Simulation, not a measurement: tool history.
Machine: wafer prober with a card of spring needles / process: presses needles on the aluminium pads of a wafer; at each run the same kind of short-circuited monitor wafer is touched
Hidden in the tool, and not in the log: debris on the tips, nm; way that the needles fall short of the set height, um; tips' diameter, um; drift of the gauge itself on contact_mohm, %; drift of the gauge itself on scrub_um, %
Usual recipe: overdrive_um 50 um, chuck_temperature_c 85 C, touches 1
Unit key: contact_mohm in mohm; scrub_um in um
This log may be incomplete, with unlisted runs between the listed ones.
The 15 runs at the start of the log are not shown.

run	hour	overdrive_um	chuck_temperature_c	touches	touches since the tips were cleaned	cleanings since the card got new needles	touches since the first contact's height was set	contact_mohm	scrub_um
# hour 206.3: tips cleaned on abrasive film
16	206.3	50	85	2	0	71	28911	255	13.27
# hour 216.6: tips cleaned on abrasive film
17	224.9	46	100	1	2214	72	33821	438	12.15
# hour 227.4: tips cleaned on abrasive film
# hour 237.1: tips cleaned on abrasive film
18	240.6	32	100	2	930	74	37918	390	8.55
# hour 247.1: tips cleaned on abrasive film
# hour 257.4: tips cleaned on abrasive film
19	258.9	32	100	2	398	76	42716	332	8.22
# hour 268.9: tips cleaned on abrasive film
20	275.3	70	61	1	1704	77	47044	322	18.42
# hour 278.6: tips cleaned on abrasive film
# hour 288.4: tips cleaned on abrasive film
21	288.4	70	61	1	0	79	50471	250	18.39
# hour 299.2: tips cleaned on abrasive film
22	308.6	36	34	1	2493	80	55799	591	9.42
# hour 309.7: tips cleaned on abrasive film
23	318.1	36	34	1	2226	81	58306	588	9.24
# hour 319.6: tips cleaned on abrasive film
24	327.2	49	93	1	2021	82	60699	421	12.7
# hour 329.6: tips cleaned on abrasive film
# hour 339.7: tips cleaned on abrasive film
25	341.6	55	92	2	499	84	64459	284	14.18
# hour 350.2: tips cleaned on abrasive film
26	359	55	50	1	2320	85	69040	382	14.59
# hour 360: tips cleaned on abrasive film
# hour 370.8: tips cleaned on abrasive film
27	374.8	55	50	1	1061	87	73186	338	14.32
# hour 381.1: tips cleaned on abrasive film
28	383.9	55	50	1	729	88	75567	321	14.42
# hour 391.2: tips cleaned on abrasive film
# hour 401.1: tips cleaned on abrasive film
29	401.4	50	73	2	82	90	80172	275	13.03
# hour 411.8: tips cleaned on abrasive film
30	416.6	38	56	2	1260	91	84161	396	9.54
# hour 422.3: tips cleaned on abrasive film
# hour 432.2: tips cleaned on abrasive film
31	438.8	38	56	2	1743	93	90006	411	9.89

Branching from run 31: 5 alternative next runs. What would each branch give?
# hour 443.3: tips cleaned on abrasive film
A	449.8	59	56	2	1730	94	92901	?	?
# hour 443.3: tips cleaned on abrasive film
B	449.8	36	87	2	1730	94	92901	?	?
# hour 443.3: tips cleaned on abrasive film
C	449.8	52	98	2	1730	94	92901	?	?
# hour 443.3: tips cleaned on abrasive film
D	449.8	59	47	2	1730	94	92901	?	?
# hour 443.3: tips cleaned on abrasive film
E	449.8	34	77	2	1730	94	92901	?	?

run	contact_mohm	scrub_um
A	312	15.09
B	427	9.07
C	338	13.54
D	309	15.21
E	445	8.73
Had the tool no hidden state, the same runs would have come out as:
run	contact_mohm	scrub_um
A	244	15.57
B	262	9.56
C	258	14.02
D	241	15.69
E	260	9.22
